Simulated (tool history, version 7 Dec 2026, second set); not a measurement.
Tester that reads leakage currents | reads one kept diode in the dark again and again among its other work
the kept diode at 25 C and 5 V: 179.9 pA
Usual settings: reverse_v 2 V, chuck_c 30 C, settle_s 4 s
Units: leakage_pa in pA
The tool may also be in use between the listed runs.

Run 1, day 0: usual settings. Result: leakage_pa 164.82 pA.
Run 2, day 4.154: usual settings. Result: leakage_pa 164.84 pA.
Run 3, day 8.6: usual settings. Result: leakage_pa 163.96 pA.
Run 4, day 11.279: usual settings but chuck_c 38 C. Result: leakage_pa 294.44 pA.
Run 5, day 14.854: usual settings but chuck_c 38 C. Result: leakage_pa 295.44 pA.
Run 6, day 18.733: usual settings but chuck_c 38 C, settle_s 0.35 s. Result: leakage_pa 294.91 pA.
Run 7, day 21.842: usual settings but chuck_c 28 C. Result: leakage_pa 138.21 pA.
Run 8, day 25.421: usual settings but chuck_c 28 C. Result: leakage_pa 138.35 pA.
Run 9, day 28.992: usual settings but chuck_c 28 C. Result: leakage_pa 137.33 pA.
Run 10, day 31.771: usual settings but chuck_c 28 C. Result: leakage_pa 136.79 pA.
Run 11, day 33.779: usual settings but settle_s 0.41 s. Result: leakage_pa 159.84 pA.
Run 12, day 35.9: usual settings but reverse_v 8.28 V. Result: leakage_pa 323.19 pA.
Run 13, day 38.854: usual settings but reverse_v 4.96 V. Result: leakage_pa 248.22 pA.
Run 14, day 40.725: usual settings but reverse_v 4.96 V. Result: leakage_pa 247.87 pA.
Run 15, day 43.392: usual settings but reverse_v 4.96 V. Result: leakage_pa 248.32 pA.
Run 16, day 46.75: usual settings but reverse_v 4.96 V. Result: leakage_pa 246.13 pA.
At day 47.275: probe card cleaned and baked.
Run 17, day 49.925: usual settings but reverse_v 3.24 V, chuck_c 29 C. Result: leakage_pa 186.45 pA.
Run 18, day 53.892: usual settings but chuck_c 24 C. Result: leakage_pa 98.87 pA.
Run 19, day 56.012: usual settings but chuck_c 24 C. Result: leakage_pa 98.95 pA.
Run 20, day 58.583: usual settings but chuck_c 24 C. Result: leakage_pa 98.25 pA.
Run 21, day 62.062: usual settings but reverse_v 11.04 V, chuck_c 54 C, settle_s 1.6 s. Result: leakage_pa 1992.4 pA.
At day 65.029: probe card cleaned and baked, once more.
Run 22, day 65.146: usual settings but reverse_v 11.04 V, chuck_c 54 C, settle_s 1.6 s. Result: leakage_pa 1961.21 pA.
Run 23, day 68.125: usual settings but reverse_v 11.04 V, chuck_c 54 C, settle_s 8.19 s. Result: leakage_pa 1955.71 pA.
Run 24, day 71.742: usual settings but reverse_v 1.09 V, chuck_c 20 C. Result: leakage_pa 50.09 pA.
Run 25, day 74.954: usual settings but chuck_c 25 C, settle_s 4.43 s. Result: leakage_pa 100.57 pA.
Run 26, day 77.175: usual settings but reverse_v 7.68 V, settle_s 5.84 s. Result: leakage_pa 286.82 pA.

Forecast each of these 5 alternatives for the next run:
Run A, day 80.912: usual settings but reverse_v 7.68 V, settle_s 1.2 s. Result: leakage_pa ?.
Run B, day 80.912: usual settings but reverse_v 6.3 V, settle_s 9.12 s. Result: leakage_pa ?.
Run C, day 80.912: usual settings but reverse_v 6.74 V, chuck_c 38 C. Result: leakage_pa ?.
Run D, day 80.912: usual settings but reverse_v 19.86 V, settle_s 5.84 s. Result: leakage_pa ?.
Run E, day 80.912: usual settings but reverse_v 7.68 V, settle_s 1.48 s. Result: leakage_pa ?.

run  leakage_pa
  A      285.45
  B      258.73
  C      491.49
  D      451.95
  E         285
Without the tool's hidden state the same runs would have given:
run  leakage_pa
  A      328.72
  B      298.16
  C       563.5
  D      519.49
  E      328.22
